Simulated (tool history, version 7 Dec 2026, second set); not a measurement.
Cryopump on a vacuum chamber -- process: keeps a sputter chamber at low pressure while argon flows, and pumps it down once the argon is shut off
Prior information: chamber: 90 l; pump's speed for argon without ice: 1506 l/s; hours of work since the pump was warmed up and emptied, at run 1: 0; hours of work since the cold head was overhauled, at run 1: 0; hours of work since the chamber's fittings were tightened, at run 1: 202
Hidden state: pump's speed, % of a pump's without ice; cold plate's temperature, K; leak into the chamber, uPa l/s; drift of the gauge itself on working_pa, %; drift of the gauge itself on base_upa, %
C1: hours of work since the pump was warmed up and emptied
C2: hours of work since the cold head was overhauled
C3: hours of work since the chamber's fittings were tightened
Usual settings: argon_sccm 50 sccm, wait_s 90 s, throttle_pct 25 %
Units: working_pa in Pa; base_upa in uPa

Run 1, hour 0: usual settings; C1 0; C2 0; C3 202. Result: working_pa 0.2232 Pa, base_upa 1.06 uPa.
Run 2, hour 43.8: usual settings but throttle_pct 24 %; C1 24; C2 24; C3 225. Result: working_pa 0.2334 Pa, base_upa 1.09 uPa.
Run 3, hour 120.3: usual settings but throttle_pct 24 %; C1 66; C2 66; C3 267. Result: working_pa 0.2381 Pa, base_upa 1.15 uPa.
Run 4, hour 180.4: usual settings but throttle_pct 24 %; C1 99; C2 99; C3 300. Result: working_pa 0.2389 Pa, base_upa 1.13 uPa.
Run 5, hour 248.3: usual settings; C1 136; C2 136; C3 337. Result: working_pa 0.233 Pa, base_upa 1.18 uPa.
Run 6, hour 329.8: usual settings but argon_sccm 39 sccm, wait_s 181 s, throttle_pct 29 %; C1 180; C2 180; C3 382. Result: working_pa 0.1584 Pa, base_upa 0.91 uPa.
Run 7, hour 388.6: usual settings but argon_sccm 89 sccm, wait_s 26 s, throttle_pct 17 %; C1 212; C2 212; C3 414. Result: working_pa 0.607 Pa, base_upa 3.06 uPa.
Run 8, hour 460.7: usual settings but argon_sccm 35 sccm, wait_s 83 s, throttle_pct 32 %; C1 252; C2 252; C3 453. Result: working_pa 0.1347 Pa, base_upa 1.43 uPa.
Run 9, hour 531.3: usual settings but throttle_pct 24 %; C1 290; C2 290; C3 491. Result: working_pa 0.2517 Pa, base_upa 1.39 uPa.
Run 10, hour 586.7: usual settings but throttle_pct 24 %; C1 320; C2 320; C3 522. Result: working_pa 0.2552 Pa, base_upa 1.48 uPa.

Subtracting, for every run, the result it would have given without the tool's unlogged condition from the measured result gives the following. The same run-to-run variation enters both numbers; the gauge's scatter may not:
run  working_pa  base_upa
  1     +0.0004     +0.13
  2     +0.0015     +0.17
  3     +0.0037      +0.2
  4     +0.0055     +0.24
  5     +0.0078     +0.29
  6     +0.0085     +0.34
  7     +0.0231     +0.39
  8     +0.0112     +0.45
  9     +0.0188      +0.5
 10     +0.0214     +0.56
